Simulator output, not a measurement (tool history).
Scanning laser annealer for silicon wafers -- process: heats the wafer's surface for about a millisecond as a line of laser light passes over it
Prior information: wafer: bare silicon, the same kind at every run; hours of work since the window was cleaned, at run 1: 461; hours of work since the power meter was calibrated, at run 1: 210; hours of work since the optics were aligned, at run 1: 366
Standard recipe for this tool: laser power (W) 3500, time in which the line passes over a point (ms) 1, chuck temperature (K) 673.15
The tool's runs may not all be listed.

run,hour,laser power (W),time in which the line passes over a point (ms),chuck temperature (K),hours of work since the window was cleaned,hours of work since the power meter was calibrated,hours of work since the optics were aligned,highest temperature of the surface (K)
1,0,3500,1,673.15,461,210,366,1422.15
2,12.8,3500,1,673.15,467,216,372,1423.15
3,25.9,3647,1,673.15,474,223,378,1455.15
4,37.2,3500,1,654.15,479,228,384,1407.15
5,55.3,3500,1,654.15,488,237,393,1403.15
6,74.1,3500,1,673.15,497,246,402,1427.15
7,94.2,3500,1,673.15,507,256,412,1424.15
8,104.4,3500,1,673.15,512,261,417,1423.15
9,118.3,3500,1,673.15,519,268,424,1423.15
10,135.6,3500,1,673.15,528,277,433,1423.15
11,145.6,3500,1,673.15,533,282,438,1422.15
12,158.9,3500,1,673.15,539,288,444,1421.15
13,178.7,3500,1,673.15,549,298,454,1421.15
14,199.6,3500,1,673.15,559,308,464,1427.15
15,210.1,3500,1,673.15,565,314,469,1425.15
16,227.3,3500,1,673.15,573,322,478,1422.15
17,238.8,3500,1,673.15,579,328,484,1425.15
18,253.4,3500,1,673.15,586,335,491,1421.15
19,269.8,3500,1.02,673.15,594,343,499,1432.15
20,293.2,3500,1,704.15,606,355,510,1454.15
21,308.4,3500,1,686.15,613,362,518,1438.15
22,329.6,3500,1,686.15,624,373,528,1436.15
23,346.2,3500,1.07,686.15,632,381,537,1457.15
24,366.3,3554,0.75,686.15,642,391,547,1352.15
25,378.5,3500,0.91,646.15,648,397,553,1362.15
26,394.2,3285,1.2,680.15,656,405,560,1443.15
27,404.7,3515,0.83,703.15,661,410,566,1396.15
28,426.2,3515,1.07,695.15,671,420,576,1469.15
29,441.8,3147,0.94,700.15,679,428,584,1356.15
30,457.7,3054,0.92,710.15,687,436,592,1340.15
31,468.9,3054,0.72,680.15,692,442,597,1240.15
32,491.4,3054,0.72,680.15,704,453,608,1241.15
33,502.7,3500,1.23,677.15,709,458,614,1500.15
34,517.6,3484,1,673.15,717,466,621,1420.15
35,540.4,3656,1.06,673.15,728,477,633,1480.15
36,555.6,3156,0.71,651.15,735,484,640,1228.15
37,576,3843,1,673.15,745,494,650,1499.15
38,585.9,3055,1.1,701.15,750,499,655,1379.15
39,597.6,3621,0.76,707.15,756,505,661,1393.15
40,618,3621,0.76,707.15,766,515,671,1395.15
41,631.8,3011,0.84,684.15,773,522,678,1277.15

Here are 4 independent what-if runs from the current tool condition. What would each one return?
A,651.4,3635,0.84,679.15,783,532,687,?
B,651.4,3236,1.05,635.15,783,532,687,?
C,651.4,3500,1,658.15,783,532,687,?
D,651.4,3011,0.73,684.15,783,532,687,?

run,highest temperature of the surface (K)
A,1401.15
B,1345.15
C,1411.15
D,1241.15
With no hidden state in the tool, these same runs would have given:
run,highest temperature of the surface (K)
A,1402.15
B,1346.15
C,1412.15
D,1241.15
